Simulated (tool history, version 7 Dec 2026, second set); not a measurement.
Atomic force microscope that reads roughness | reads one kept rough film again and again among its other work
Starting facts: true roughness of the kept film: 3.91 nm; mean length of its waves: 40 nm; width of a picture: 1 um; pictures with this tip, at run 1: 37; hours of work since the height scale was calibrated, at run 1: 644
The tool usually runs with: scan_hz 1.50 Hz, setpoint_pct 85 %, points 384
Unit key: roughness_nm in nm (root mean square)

run     day  scan_hz  setpoint_pct  points  pictures with this tip  hours of work since the height scale was calibrated  roughness_nm
  1   0.000     1.50            85     384                      37                                                  644         2.949
  2   0.912     1.50            85     384                      65                                                  661         2.889
  3   1.754     1.50            85     384                      90                                                  676         2.818
      2.108  -- new tip fitted
  4   2.362     1.50            62     384                       8                                                  686         3.459
  5   3.254     1.50            62     384                      34                                                  703         3.356
  6   3.833     1.50            62     384                      52                                                  713         3.315
  7   4.746     1.50            62     384                      79                                                  730         3.216
      5.442  -- new tip fitted
  8   5.667     1.50            62     384                       7                                                  746         3.469
  9   6.312     1.50            62     384                      26                                                  758         3.404
 10   7.250     1.50            62     384                      55                                                  775         3.289
 11   8.283     1.50            62     384                      86                                                  793         3.209
      8.733  -- new tip fitted
 12   9.112     1.50            85     384                      11                                                  808         3.014
 13   9.746     1.50            74     384                      30                                                  819         3.217
 14  10.388     1.50            85     384                      49                                                  831         2.933
 15  11.233     2.55            58     384                      74                                                  846         3.193
 16  11.950     2.55            58     384                      96                                                  859         3.121
     12.071  -- new tip fitted
 17  12.921     2.55            58     384                      26                                                  876         3.342
 18  13.492     2.38            84     402                      43                                                  887         2.667
 19  14.500     0.72            78     297                      73                                                  905         3.202
     15.442  -- new tip fitted
 20  15.442     3.27            85     384                       0                                                  922         2.545
 21  15.883     3.27            85     384                      13                                                  930         2.519
 22  16.904     3.27            85     384                      43                                                  948         2.454
 23  17.867     3.27            85     384                      72                                                  966         2.389
 24  18.483     1.08            63     256                      91                                                  977         3.233
     18.817  -- new tip fitted
 25  19.258     1.06            57     730                      14                                                  990         3.554
 26  19.788     1.50            85     885                      29                                                 1000         2.986
 27  20.758     1.50            63     384                      58                                                 1018         3.290

3 ways to go on from here, each from the tool as it stands after run 27. What would each give?
  A  21.512     1.50            74     384                      81                                                 1031             ?
  B  21.512     1.50            63     355                      81                                                 1031             ?
  C  21.512     1.38            79     527                      81                                                 1031             ?

run  roughness_nm
  A         3.063
  B         3.216
  C         2.994
Take away the tool's hidden state, keep each run's random variation, and the runs would have read:
run  roughness_nm
  A         3.331
  B         3.498
  C         3.257
